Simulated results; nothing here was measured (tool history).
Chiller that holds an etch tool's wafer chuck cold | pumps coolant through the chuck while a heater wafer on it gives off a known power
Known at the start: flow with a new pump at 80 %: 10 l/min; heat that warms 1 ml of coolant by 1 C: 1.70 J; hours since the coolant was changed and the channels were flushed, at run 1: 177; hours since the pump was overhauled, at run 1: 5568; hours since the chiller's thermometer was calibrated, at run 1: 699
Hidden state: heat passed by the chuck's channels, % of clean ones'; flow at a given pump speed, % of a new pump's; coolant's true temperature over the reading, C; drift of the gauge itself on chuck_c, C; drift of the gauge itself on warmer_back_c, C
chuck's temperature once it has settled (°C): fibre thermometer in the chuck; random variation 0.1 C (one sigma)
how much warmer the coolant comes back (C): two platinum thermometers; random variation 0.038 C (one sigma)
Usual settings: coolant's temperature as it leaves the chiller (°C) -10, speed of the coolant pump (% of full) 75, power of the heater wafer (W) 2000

run	day	coolant's temperature as it leaves the chiller (°C)	speed of the coolant pump (% of full)	power of the heater wafer (W)	hours since the coolant was changed and the channels were flushed	hours since the pump was overhauled	hours since the chiller's thermometer was calibrated	chuck's temperature once it has settled (°C)	how much warmer the coolant comes back (C)
1	0.000	-10	75	2000	177	5568	699	14.0	8.15
2	3.996	-10	75	2000	273	5664	795	14.2	8.25
3	11.542	-10	75	1524	454	5845	976	8.4	6.34
4	19.562	-10	75	1524	647	6038	1168	8.4	6.35
5	24.779	-4	75	2000	772	6163	1293	20.3	8.37
6	32.388	-4	75	2000	954	6346	1476	20.5	8.41
7	36.121	-4	75	2000	1044	6435	1566	20.5	8.37
8	43.854	-4	75	2000	1230	6621	1751	20.6	8.36
9	50.950	-10	92	2053	1400	6791	1921	11.0	6.97
10	56.212	-17	89	2000	1526	6917	2048	4.3	7.06
11	64.658	-12	75	1076	1729	7120	2250	1.4	4.57
12	71.083	-6	75	1802	1883	7274	2405	16.5	7.70
13	78.938	-10	75	1058	2072	7463	2593	3.3	4.51

5 ways to go on from here, each from the tool as it stands after run 13. What would each give?
A	86.025	-10	87	1224	2242	7633	2763	?	?
B	86.025	-4	64	1058	2242	7633	2763	?	?
C	86.025	-19	75	1220	2242	7633	2763	?	?
D	86.025	-10	75	2876	2242	7633	2763	?	?
E	86.025	-3	87	1191	2242	7633	2763	?	?

run	chuck's temperature once it has settled (°C)	how much warmer the coolant comes back (C)
A	3.4	4.52
B	11.4	5.33
C	-3.7	5.23
D	26.7	12.36
E	10.3	4.36
Without the tool's hidden state the same runs would have given:
run	chuck's temperature once it has settled (°C)	how much warmer the coolant comes back (C)
A	2.0	3.99
B	9.7	4.70
C	-5.4	4.61
D	22.5	10.92
E	8.9	3.85

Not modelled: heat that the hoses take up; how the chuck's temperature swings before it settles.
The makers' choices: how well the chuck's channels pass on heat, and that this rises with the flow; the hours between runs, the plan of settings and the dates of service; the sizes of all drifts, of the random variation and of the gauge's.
